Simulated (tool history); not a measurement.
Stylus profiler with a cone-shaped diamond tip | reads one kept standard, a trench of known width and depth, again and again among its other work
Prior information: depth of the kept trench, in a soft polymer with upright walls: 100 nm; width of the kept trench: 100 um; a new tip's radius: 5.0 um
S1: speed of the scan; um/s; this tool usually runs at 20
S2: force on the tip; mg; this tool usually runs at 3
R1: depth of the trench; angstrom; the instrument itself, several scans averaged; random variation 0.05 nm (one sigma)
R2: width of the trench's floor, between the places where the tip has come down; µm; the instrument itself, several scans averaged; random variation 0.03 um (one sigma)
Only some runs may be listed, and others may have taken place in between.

run    hour  S1    S2      R1     R2
  1       0  20     3  1017.8  97.82
  2    55.2  20     3  1018.4   97.8
  3   152.9  20     3  1019.3  97.64
  4   231.9  20     3    1019  97.57
  5   320.9  20     3  1019.5  97.55
  6   378.1  20     3    1019  97.46
  7   475.5  20     3  1019.1  97.45
  8   575.5  20     3  1019.3  97.35
  9   656.1  20     3  1020.4  97.32
 10   719.8  20     3  1021.1  97.22
 11   786.1  20     3    1020   97.2
 12   855.1  20     3  1022.1  97.14
 13   934.4  20     3  1021.6  97.11
      941.6  -- height scale calibrated on a step standard
 14   998.1  20     3  1024.6  97.08
 15    1073  20  5.75  1033.9  97.09
 16  1115.7  20  5.75  1033.3  97.04
 17  1164.7  20  4.24  1029.3  96.98
     1186.2  -- new tip fitted, height scale calibrated
     1232.4  -- height scale calibrated on a step standard, once more
 18  1232.4  20  4.24  1021.9   97.9
 19    1313  20  7.16  1031.3   97.9
 20  1365.7  20  7.16    1031   97.8
 21  1464.9  20  7.16  1032.6  97.77
 22    1563  20  7.16  1032.4  97.65
 23  1616.9  17  7.16  1033.6  97.71
 24  1692.7  17  7.16  1033.3  97.57
 25  1770.6  30  4.52  1025.2  97.46
 26  1838.2  37  1.05  1010.9  97.14
 27  1883.5   7  1.28  1012.7  97.49
 28  1957.9  12  7.66  1034.9  97.47
 29    2011  64     2  1015.3  96.92
 30  2095.3  64     2  1017.2  96.92
 31  2139.1  64     2  1015.4  96.92
 32  2228.6  19  1.18  1013.2  97.12
 33  2280.6  19  1.18  1012.9   97.1
 34    2384  47  6.15  1032.2  96.97
 35    2447  35  1.87  1016.3  96.91
     2536.1  -- new tip fitted, height scale calibrated
 36  2545.4  28  2.43  1014.2  97.87
 37  2614.5   7  3.24  1018.4  97.86
 38  2657.9  32     3  1018.4  97.67
 39  2741.3  20  1.31  1011.4  97.64
 40  2819.2  20  1.31  1011.3  97.59
 41  2868.9  48   1.2  1010.7   97.3
 42  2963.3  15  4.89  1025.4  97.55
 43  3053.2  20   2.8  1018.5  97.46
 44    3120  21  2.12  1014.8  97.33
 45    3191  25  4.33  1024.5  97.39
 46  3256.8  17  4.62  1025.4  97.39

Below, some changes in R1 between adjacent runs. For each, the amount present without the hidden state too (settings, incoming material, random variation) and the amount remaining for the hidden state with gauge scatter not shared by both compared results:
Unlogged tool condition in this case: radius of the tip, um; height scale over the true one, %; drift of the gauge itself on depth_nm, %; drift of the gauge itself on floor_um, %.
Run 13 -> 14: height scale calibrated on a step standard. R1 +3 angstrom: hidden state +2.2, all else +0.8.
Run 17 -> 18: new tip fitted, height scale calibrated, height scale calibrated on a step standard, once more. R1 -7.4 angstrom: hidden state -6.8, all else -0.6.
Run 27 -> 28: S1 7 -> 12, S2 1.28 -> 7.66. R1 +22.2 angstrom: hidden state +0.3, all else +21.9.
Run 28 -> 29: S1 12 -> 64, S2 7.66 -> 2. R1 -19.6 angstrom: hidden state +0.2, all else -19.8.
Run 33 -> 34: S1 19 -> 47, S2 1.18 -> 6.15. R1 +19.3 angstrom: hidden state +0.5, all else +18.8.
Run 35 -> 36: S1 35 -> 28, S2 1.87 -> 2.43, new tip fitted, height scale calibrated. R1 -2.1 angstrom: hidden state -4.4, all else +2.3.
